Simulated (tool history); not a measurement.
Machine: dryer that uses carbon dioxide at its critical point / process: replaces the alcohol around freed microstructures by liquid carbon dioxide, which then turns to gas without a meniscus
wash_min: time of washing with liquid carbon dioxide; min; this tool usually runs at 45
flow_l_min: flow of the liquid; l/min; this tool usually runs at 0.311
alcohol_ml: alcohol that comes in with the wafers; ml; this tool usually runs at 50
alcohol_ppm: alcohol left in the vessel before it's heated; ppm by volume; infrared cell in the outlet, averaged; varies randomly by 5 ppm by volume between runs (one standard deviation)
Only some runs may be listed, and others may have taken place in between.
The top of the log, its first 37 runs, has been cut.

| run | hour | wash_min | flow_l_min | alcohol_ml | hours of work since the filter was changed | hours of work since the purifier's bed was changed | alcohol_ppm |
|---|---|---|---|---|---|---|---|
| 38 | 1238.3 | 30 | 0.266 | 79 | 421 | 471 | 1341 |
| 39 | 1275.7 | 53 | 0.244 | 50 | 447 | 497 | 158 |
| 40 | 1298.8 | 53 | 0.23 | 43 | 463 | 513 | 169 |
| 41 | 1322.9 | 53 | 0.23 | 43 | 480 | 530 | 178 |
| 42 | 1349.5 | 53 | 0.23 | 43 | 499 | 549 | 186 |
|  | 1388.1 | inlet filter changed |
| 43 | 1400.6 | 51 | 0.258 | 43 | 9 | 584 | 101 |
| 44 | 1448.3 | 45 | 0.311 | 28 | 42 | 617 | 84 |
| 45 | 1489.3 | 63 | 0.311 | 97 | 71 | 646 | 78 |
| 46 | 1529.5 | 63 | 0.311 | 97 | 99 | 674 | 73 |
| 47 | 1557.8 | 34 | 0.311 | 100 | 119 | 694 | 391 |
|  | 1581.5 | purifier's bed changed |
| 48 | 1604.1 | 46 | 0.355 | 50 | 149 | 16 | 6 |

What if the next run were any one of these 3? Each begins from the tool's condition after run 48:
| A | 1631.7 | 49 | 0.355 | 22 | 169 | 35 | ? |
| B | 1631.7 | 30 | 0.37 | 59 | 169 | 35 | ? |
| C | 1631.7 | 45 | 0.304 | 34 | 169 | 35 | ? |

| run | alcohol_ppm |
|---|---|
| A | 15 |
| B | 170 |
| C | 29 |
Had the tool no hidden state, the same runs would have come out as:
| run | alcohol_ppm |
|---|---|
| A | 9 |
| B | 120 |
| C | 15 |
